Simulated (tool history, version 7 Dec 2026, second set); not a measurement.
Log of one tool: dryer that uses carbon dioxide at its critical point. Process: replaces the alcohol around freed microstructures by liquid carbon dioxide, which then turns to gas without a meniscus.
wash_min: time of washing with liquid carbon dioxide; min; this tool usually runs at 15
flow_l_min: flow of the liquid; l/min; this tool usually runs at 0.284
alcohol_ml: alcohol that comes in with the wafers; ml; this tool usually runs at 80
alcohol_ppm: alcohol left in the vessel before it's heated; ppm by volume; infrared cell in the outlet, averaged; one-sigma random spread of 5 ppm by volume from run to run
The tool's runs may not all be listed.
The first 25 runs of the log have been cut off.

run,hour,wash_min,flow_l_min,alcohol_ml,hours of work since the filter was changed,hours of work since the purifier's bed was changed,alcohol_ppm
26,729.5,10,0.365,25,190,599,147
27,765.1,10,0.365,25,210,618,143
28,798.9,16,0.365,37,228,637,75
29,824.6,20,0.209,24,242,651,96
30,856.9,13,0.284,106,260,669,448
31,885.2,13,0.222,63,276,685,1049
# hour 902.9: inlet filter changed
32,914.0,15,0.369,38,6,700,75
33,940.0,23,0.369,38,20,714,73
34,976.4,23,0.369,38,41,734,87

Each row is a separate what-if for the run after 34, all from the same tool condition, not one after another. Results?
A,1007.3,23,0.196,38,58,751,?
B,1007.3,23,0.356,38,58,751,?
C,1007.3,18,0.369,38,58,751,?
D,1007.3,10,0.276,65,58,751,?
E,1007.3,22,0.369,109,58,751,?

run,alcohol_ppm
A,99
B,84
C,86
D,787
E,79
What these runs would have given with no unlogged condition in the tool:
run,alcohol_ppm
A,18
B,5
C,9
D,598
E,4

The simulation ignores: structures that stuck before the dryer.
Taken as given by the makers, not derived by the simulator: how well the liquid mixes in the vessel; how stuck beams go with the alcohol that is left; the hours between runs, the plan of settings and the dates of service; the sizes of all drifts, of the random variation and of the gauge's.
